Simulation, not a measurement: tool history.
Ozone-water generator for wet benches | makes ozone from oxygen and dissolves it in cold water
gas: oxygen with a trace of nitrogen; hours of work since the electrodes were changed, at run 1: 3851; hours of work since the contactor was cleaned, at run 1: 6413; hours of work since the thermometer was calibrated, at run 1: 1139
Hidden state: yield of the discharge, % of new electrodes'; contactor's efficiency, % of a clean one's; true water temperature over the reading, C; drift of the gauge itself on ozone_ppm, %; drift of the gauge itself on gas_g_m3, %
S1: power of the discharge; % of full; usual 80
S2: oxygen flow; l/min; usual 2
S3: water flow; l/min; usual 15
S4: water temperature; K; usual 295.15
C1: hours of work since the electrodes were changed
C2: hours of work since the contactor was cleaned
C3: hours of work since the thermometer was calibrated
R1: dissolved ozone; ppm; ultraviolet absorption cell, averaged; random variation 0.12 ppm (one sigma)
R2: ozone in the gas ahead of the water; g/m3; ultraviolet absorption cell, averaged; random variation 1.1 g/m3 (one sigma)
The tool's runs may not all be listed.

Run 1, hour 0: usual settings; C1 3851; C2 6413; C3 1139. Result: R1 8.5 ppm, R2 185.8 g/m3.
Run 2, hour 81.3: usual settings; C1 3905; C2 6466; C3 1192. Result: R1 8.6 ppm, R2 185.6 g/m3.
Run 3, hour 177: usual settings; C1 3967; C2 6529; C3 1255. Result: R1 8.5 ppm, R2 187 g/m3.
Run 4, hour 331: usual settings; C1 4068; C2 6629; C3 1356. Result: R1 8.5 ppm, R2 185.6 g/m3.
Run 5, hour 438.1: usual settings; C1 4138; C2 6700; C3 1426. Result: R1 8.6 ppm, R2 187.6 g/m3.
Run 6, hour 515.1: usual settings; C1 4189; C2 6750; C3 1476. Result: R1 8.5 ppm, R2 185.6 g/m3.
Run 7, hour 620.1: usual settings; C1 4257; C2 6819; C3 1545. Result: R1 8.3 ppm, R2 184.9 g/m3.
Run 8, hour 710.9: usual settings; C1 4317; C2 6878; C3 1604. Result: R1 8.4 ppm, R2 184 g/m3.
Run 9, hour 805: usual settings; C1 4379; C2 6940; C3 1666. Result: R1 8.4 ppm, R2 184.8 g/m3.
Run 10, hour 963.5: usual settings but S4 290.15 K; C1 4482; C2 7044; C3 1770. Result: R1 8.7 ppm, R2 186.7 g/m3.
Run 11, hour 1100.4: usual settings but S4 290.15 K; C1 4572; C2 7133; C3 1859. Result: R1 8.7 ppm, R2 185.1 g/m3.
Run 12, hour 1218.4: usual settings; C1 4649; C2 7210; C3 1937. Result: R1 8.3 ppm, R2 185.1 g/m3.
At hour 1273.2: contactor cleaned.
Run 13, hour 1361.6: usual settings; C1 4740; C2 58; C3 2028. Result: R1 9.5 ppm, R2 184.8 g/m3.
Run 14, hour 1502.3: usual settings but S4 294.15 K; C1 4833; C2 150; C3 2120. Result: R1 9.4 ppm, R2 184.4 g/m3.
Run 15, hour 1651.3: usual settings; C1 4930; C2 248; C3 2218. Result: R1 9.2 ppm, R2 183.1 g/m3.
Run 16, hour 1754.8: usual settings; C1 4998; C2 315; C3 2285. Result: R1 9.3 ppm, R2 182.6 g/m3.
Run 17, hour 1847.8: usual settings but S1 81 % of full; C1 5059; C2 376; C3 2346. Result: R1 9.2 ppm, R2 185.6 g/m3.
Run 18, hour 1990.4: usual settings but S1 81 % of full; C1 5152; C2 470; C3 2440. Result: R1 9.5 ppm, R2 185.5 g/m3.
Run 19, hour 2085.4: usual settings but S1 56 % of full, S2 1.26 l/min, S3 9 l/min, S4 293.15 K; C1 5214; C2 532; C3 2502. Result: R1 12.2 ppm, R2 190.8 g/m3.
Run 20, hour 2211.7: usual settings but S1 56 % of full, S2 1.26 l/min, S3 9 l/min, S4 293.15 K; C1 5297; C2 615; C3 2585. Result: R1 12.1 ppm, R2 193.8 g/m3.

Run 21 comes next. What will it give?
Run 21, hour 2291.2: usual settings but S1 48 % of full, S3 13 l/min; C1 5349; C2 667; C3 2637. Result: R1 ?, R2 ?.

Run 21 gave R1 7.8 ppm, R2 131.7 g/m3.
Without the tool's hidden state the same run would have given R1 8.6 ppm, R2 141.6 g/m3.

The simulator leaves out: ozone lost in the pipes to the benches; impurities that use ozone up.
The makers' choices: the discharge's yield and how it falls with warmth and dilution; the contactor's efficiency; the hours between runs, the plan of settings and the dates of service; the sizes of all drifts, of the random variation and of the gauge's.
